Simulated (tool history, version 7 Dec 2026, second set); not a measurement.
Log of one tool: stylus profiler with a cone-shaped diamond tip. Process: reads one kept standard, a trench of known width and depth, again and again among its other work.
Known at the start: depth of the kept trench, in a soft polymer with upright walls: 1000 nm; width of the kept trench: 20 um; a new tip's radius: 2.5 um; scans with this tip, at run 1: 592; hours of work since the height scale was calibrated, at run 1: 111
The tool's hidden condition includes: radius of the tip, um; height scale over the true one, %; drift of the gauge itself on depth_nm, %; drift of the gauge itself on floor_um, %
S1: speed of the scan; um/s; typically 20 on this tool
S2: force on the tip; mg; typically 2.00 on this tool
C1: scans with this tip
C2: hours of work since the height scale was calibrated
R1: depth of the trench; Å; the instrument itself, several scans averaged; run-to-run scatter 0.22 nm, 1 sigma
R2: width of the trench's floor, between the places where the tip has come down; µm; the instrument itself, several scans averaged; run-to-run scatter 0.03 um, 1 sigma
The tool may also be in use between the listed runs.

{"run": 1, "hour": 0.0, "S1": 20, "S2": 2.0, "C1": 592, "C2": 111, "R1": 10047.6, "R2": 15.7}
{"run": 2, "hour": 90.0, "S1": 20, "S2": 2.0, "C1": 874, "C2": 163, "R1": 10050.0, "R2": 15.59}
{"run": 3, "hour": 185.2, "S1": 20, "S2": 2.0, "C1": 1172, "C2": 219, "R1": 10050.7, "R2": 15.49}
{"run": 4, "hour": 298.0, "S1": 20, "S2": 2.0, "C1": 1526, "C2": 285, "R1": 10050.4, "R2": 15.47}
{"run": 5, "hour": 349.4, "S1": 20, "S2": 2.0, "C1": 1686, "C2": 315, "R1": 10054.8, "R2": 15.46}
{"run": 6, "hour": 437.3, "S1": 28, "S2": 2.0, "C1": 1962, "C2": 366, "R1": 10053.9, "R2": 15.35}
{"run": 7, "hour": 507.5, "S1": 28, "S2": 2.47, "C1": 2181, "C2": 408, "R1": 10060.2, "R2": 15.29}
{"run": 8, "hour": 597.4, "S1": 28, "S2": 2.47, "C1": 2463, "C2": 460, "R1": 10065.3, "R2": 15.32}
{"run": 9, "hour": 710.3, "S1": 28, "S2": 2.47, "C1": 2816, "C2": 526, "R1": 10068.2, "R2": 15.2}
{"run": 10, "hour": 817.3, "S1": 28, "S2": 2.47, "C1": 3151, "C2": 589, "R1": 10071.2, "R2": 15.16}
{"hour": 826.4, "done": "height scale calibrated on a step standard"}
{"run": 11, "hour": 931.2, "S1": 28, "S2": 2.47, "C1": 3507, "C2": 61, "R1": 10076.1, "R2": 15.06}
{"run": 12, "hour": 1033.1, "S1": 20, "S2": 2.0, "C1": 3826, "C2": 121, "R1": 10072.3, "R2": 15.11}
{"hour": 1103.2, "done": "height scale calibrated on a step standard, once more"}
{"run": 13, "hour": 1103.7, "S1": 20, "S2": 2.0, "C1": 4045, "C2": 0, "R1": 10046.6, "R2": 15.03}
{"run": 14, "hour": 1216.3, "S1": 20, "S2": 2.0, "C1": 4398, "C2": 66, "R1": 10055.4, "R2": 14.96}
{"run": 15, "hour": 1302.2, "S1": 20, "S2": 2.0, "C1": 4667, "C2": 116, "R1": 10052.8, "R2": 14.89}
{"run": 16, "hour": 1388.5, "S1": 44, "S2": 2.59, "C1": 4937, "C2": 167, "R1": 10064.5, "R2": 14.8}
{"run": 17, "hour": 1439.1, "S1": 44, "S2": 2.59, "C1": 5095, "C2": 197, "R1": 10066.1, "R2": 14.67}
{"run": 18, "hour": 1507.9, "S1": 44, "S2": 2.59, "C1": 5311, "C2": 237, "R1": 10068.9, "R2": 14.65}
{"run": 19, "hour": 1605.1, "S1": 39, "S2": 1.44, "C1": 5615, "C2": 294, "R1": 10053.3, "R2": 14.56}
{"run": 20, "hour": 1693.5, "S1": 6, "S2": 1.82, "C1": 5892, "C2": 345, "R1": 10058.6, "R2": 14.76}
{"run": 21, "hour": 1785.9, "S1": 45, "S2": 1.96, "C1": 6181, "C2": 399, "R1": 10061.2, "R2": 14.46}
{"run": 22, "hour": 1858.2, "S1": 45, "S2": 1.96, "C1": 6408, "C2": 442, "R1": 10065.7, "R2": 14.44}
{"run": 23, "hour": 1929.2, "S1": 10, "S2": 3.9, "C1": 6630, "C2": 483, "R1": 10090.3, "R2": 14.69}
{"run": 24, "hour": 1984.4, "S1": 8, "S2": 3.9, "C1": 6803, "C2": 516, "R1": 10092.5, "R2": 14.64}
{"run": 25, "hour": 2065.6, "S1": 7, "S2": 4.03, "C1": 7057, "C2": 563, "R1": 10092.3, "R2": 14.65}

4 options for the next run, each taken on its own from the tool as it stands now. Forecast them:
{"run": "A", "hour": 2139.8, "S1": 8, "S2": 1.58, "C1": 7289, "C2": 606, "R1": "?", "R2": "?"}
{"run": "B", "hour": 2139.8, "S1": 17, "S2": 0.78, "C1": 7289, "C2": 606, "R1": "?", "R2": "?"}
{"run": "C", "hour": 2139.8, "S1": 7, "S2": 1.02, "C1": 7289, "C2": 606, "R1": "?", "R2": "?"}
{"run": "D", "hour": 2139.8, "S1": 20, "S2": 1.04, "C1": 7289, "C2": 606, "R1": "?", "R2": "?"}

run=A R1=10063.9 R2=14.57
run=B R1=10045.3 R2=14.39
run=C R1=10051.2 R2=14.52
run=D R1=10054.3 R2=14.40
What these runs would have given with no unlogged condition in the tool:
run=A R1=10040.5 R2=15.94
run=B R1=10021.9 R2=15.76
run=C R1=10027.9 R2=15.89
run=D R1=10030.9 R2=15.77
